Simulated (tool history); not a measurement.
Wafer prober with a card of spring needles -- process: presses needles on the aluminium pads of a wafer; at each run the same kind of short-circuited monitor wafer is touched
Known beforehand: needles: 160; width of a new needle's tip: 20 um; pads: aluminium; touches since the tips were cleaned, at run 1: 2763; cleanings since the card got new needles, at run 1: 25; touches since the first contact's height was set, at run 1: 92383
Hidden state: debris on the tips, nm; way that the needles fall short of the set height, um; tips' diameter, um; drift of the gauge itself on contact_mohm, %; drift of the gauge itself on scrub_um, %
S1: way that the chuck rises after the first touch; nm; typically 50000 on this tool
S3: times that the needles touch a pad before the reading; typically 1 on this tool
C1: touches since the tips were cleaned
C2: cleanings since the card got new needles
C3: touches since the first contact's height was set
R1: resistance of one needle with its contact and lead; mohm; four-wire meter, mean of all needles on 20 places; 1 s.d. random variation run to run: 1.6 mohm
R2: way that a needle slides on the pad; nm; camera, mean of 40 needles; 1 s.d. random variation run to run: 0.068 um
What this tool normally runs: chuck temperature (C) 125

Run 1, day 0.000: usual settings; C1 2763; C2 25; C3 92383. Result: R1 229 mohm, R2 11030 nm.
At day 0.038: tips cleaned on abrasive film.
At day 0.408: tips cleaned on abrasive film.
Run 2, day 0.629: usual settings; C1 1901; C2 27; C3 97694. Result: R1 211 mohm, R2 10840 nm.
At day 0.783: tips cleaned on abrasive film.
Run 3, day 0.950: usual settings; C1 1422; C2 28; C3 100374. Result: R1 192 mohm, R2 10990 nm.
At day 1.150: tips cleaned on abrasive film.
Run 4, day 1.258: usual settings but chuck temperature (C) 51; C1 924; C2 29; C3 102989. Result: R1 176 mohm, R2 10940 nm.
At day 1.538: tips cleaned on abrasive film.
Run 5, day 1.746: usual settings but chuck temperature (C) 51; C1 1785; C2 30; C3 107120. Result: R1 202 mohm, R2 10980 nm.
At day 1.946: tips cleaned on abrasive film.
Run 6, day 2.150: usual settings but chuck temperature (C) 51; C1 1725; C2 31; C3 110521. Result: R1 200 mohm, R2 10840 nm.
At day 2.333: tips cleaned on abrasive film.
At day 2.692: tips cleaned on abrasive film.
Run 7, day 2.825: usual settings; C1 1139; C2 33; C3 116223. Result: R1 193 mohm, R2 10810 nm.
At day 3.071: tips cleaned on abrasive film.
Run 8, day 3.417: usual settings; C1 2934; C2 34; C3 121232. Result: R1 230 mohm, R2 10770 nm.
At day 3.479: tips cleaned on abrasive film.
At day 3.846: tips cleaned on abrasive film.
Run 9, day 3.938: usual settings; C1 759; C2 36; C3 125608. Result: R1 190 mohm, R2 10880 nm.
At day 4.258: tips cleaned on abrasive film.
Run 10, day 4.396: usual settings; C1 1151; C2 37; C3 129493. Result: R1 199 mohm, R2 10670 nm.
At day 4.629: tips cleaned on abrasive film.
Run 11, day 4.725: usual settings; C1 829; C2 38; C3 132291. Result: R1 187 mohm, R2 10880 nm.
At day 4.992: tips cleaned on abrasive film.
Run 12, day 5.158: usual settings; C1 1401; C2 39; C3 135933. Result: R1 204 mohm, R2 10820 nm.
At day 5.379: tips cleaned on abrasive film.
Run 13, day 5.721: usual settings but chuck temperature (C) 75; C1 2932; C2 40; C3 140721. Result: R1 227 mohm, R2 10770 nm.
At day 5.779: tips cleaned on abrasive film.
At day 6.188: tips cleaned on abrasive film.
Run 14, day 6.329: usual settings but chuck temperature (C) 75; C1 1202; C2 42; C3 145836. Result: R1 193 mohm, R2 10730 nm.
At day 6.558: tips cleaned on abrasive film.
At day 6.921: tips cleaned on abrasive film.
Run 15, day 6.925: usual settings but chuck temperature (C) 75; C1 26; C2 44; C3 150852. Result: R1 165 mohm, R2 10710 nm.
Run 16, day 7.246: usual settings but chuck temperature (C) 75; C1 2775; C2 44; C3 153601. Result: R1 231 mohm, R2 10660 nm.
At day 7.283: tips cleaned on abrasive film.
At day 7.683: tips cleaned on abrasive film.
Run 17, day 7.696: usual settings but chuck temperature (C) 75; C1 132; C2 46; C3 157380. Result: R1 164 mohm, R2 10760 nm.
At day 8.067: tips cleaned on abrasive film.
Run 18, day 8.271: usual settings but S1 52000 nm, chuck temperature (C) 47; C1 1763; C2 47; C3 162249. Result: R1 199 mohm, R2 11090 nm.
At day 8.438: tips cleaned on abrasive film.
Run 19, day 8.571: usual settings but chuck temperature (C) 41; C1 1141; C2 48; C3 164774. Result: R1 186 mohm, R2 10720 nm.
At day 8.842: tips cleaned on abrasive film.
Run 20, day 8.867: usual settings but S1 32000 nm, chuck temperature (C) 35; C1 196; C2 49; C3 167243. Result: R1 184 mohm, R2 6570 nm.
At day 9.229: tips cleaned on abrasive film.
Run 21, day 9.429: usual settings but S1 32000 nm, chuck temperature (C) 35; C1 1697; C2 50; C3 172026. Result: R1 291 mohm, R2 6490 nm.
At day 9.621: tips cleaned on abrasive film.
Run 22, day 9.821: usual settings; C1 1721; C2 51; C3 175351. Result: R1 214 mohm, R2 10630 nm.
At day 10.033: tips cleaned on abrasive film.
Run 23, day 10.146: usual settings but S1 48000 nm, chuck temperature (C) 39; C1 969; C2 52; C3 178080. Result: R1 190 mohm, R2 10200 nm.
At day 10.433: tips cleaned on abrasive film.
Run 24, day 10.483: usual settings but S1 69000 nm, chuck temperature (C) 31; C1 419; C2 53; C3 180914. Result: R1 153 mohm, R2 14900 nm.
At day 10.821: tips cleaned on abrasive film.
Run 25, day 10.967: usual settings but S1 68000 nm, chuck temperature (C) 102; C1 1240; C2 54; C3 185023. Result: R1 177 mohm, R2 14600 nm.
At day 11.217: tips cleaned on abrasive film.
Run 26, day 11.271: usual settings but S1 46000 nm, chuck temperature (C) 57, S3 3; C1 470; C2 55; C3 187585. Result: R1 165 mohm, R2 9600 nm.
Run 27, day 11.562: usual settings but S1 58000 nm, chuck temperature (C) 62, S3 3; C1 2950; C2 55; C3 190065. Result: R1 175 mohm, R2 12390 nm.
At day 11.617: tips cleaned on abrasive film.
At day 11.975: tips cleaned on abrasive film.
Run 28, day 12.233: usual settings but S1 36000 nm, chuck temperature (C) 51; C1 2195; C2 57; C3 195725. Result: R1 283 mohm, R2 7430 nm.
At day 12.354: tips cleaned on abrasive film.
At day 12.746: tips cleaned on abrasive film.
Run 29, day 12.900: usual settings but S1 44000 nm, S3 2; C1 1333; C2 59; C3 201369. Result: R1 199 mohm, R2 9120 nm.
At day 13.121: tips cleaned on abrasive film.
At day 13.483: tips cleaned on abrasive film.
Run 30, day 13.558: usual settings but S1 59000 nm, chuck temperature (C) 82; C1 619; C2 61; C3 206896. Result: R1 176 mohm, R2 12560 nm.
At day 13.888: tips cleaned on abrasive film.
Run 31, day 13.933: usual settings but S1 59000 nm, chuck temperature (C) 82; C1 401; C2 62; C3 210083. Result: R1 171 mohm, R2 12390 nm.
At day 14.275: tips cleaned on abrasive film.
Run 32, day 14.558: usual settings but S1 64000 nm, chuck temperature (C) 35; C1 2401; C2 63; C3 215375. Result: R1 191 mohm, R2 13560 nm.

What if the next run were any one of these 4? Each begins from the tool's condition after run 32:
At day 14.650: tips cleaned on abrasive film.
At day 15.046: tips cleaned on abrasive film.
Run A, day 15.142: usual settings but S1 69000 nm, chuck temperature (C) 84; C1 801; C2 65; C3 220278. Result: R1 ?, R2 ?.
At day 14.650: tips cleaned on abrasive film.
At day 15.046: tips cleaned on abrasive film.
Run B, day 15.142: usual settings but S1 40000 nm, chuck temperature (C) 35; C1 801; C2 65; C3 220278. Result: R1 ?, R2 ?.
At day 14.650: tips cleaned on abrasive film.
At day 15.046: tips cleaned on abrasive film.
Run C, day 15.142: usual settings but S1 59000 nm, chuck temperature (C) 117, S3 2; C1 801; C2 65; C3 220278. Result: R1 ?, R2 ?.
At day 14.650: tips cleaned on abrasive film.
At day 15.046: tips cleaned on abrasive film.
Run D, day 15.142: usual settings but S1 38000 nm; C1 801; C2 65; C3 220278. Result: R1 ?, R2 ?.

run   R1     R2
  A  175  14740
  B  206   8190
  C  173  12420
  D  223   7820
Stripped of hidden state, with their random variation kept, the same runs would have yielded:
run   R1     R2
  A  155  15600
  B  151   9040
  C  158  13290
  D  169   8680
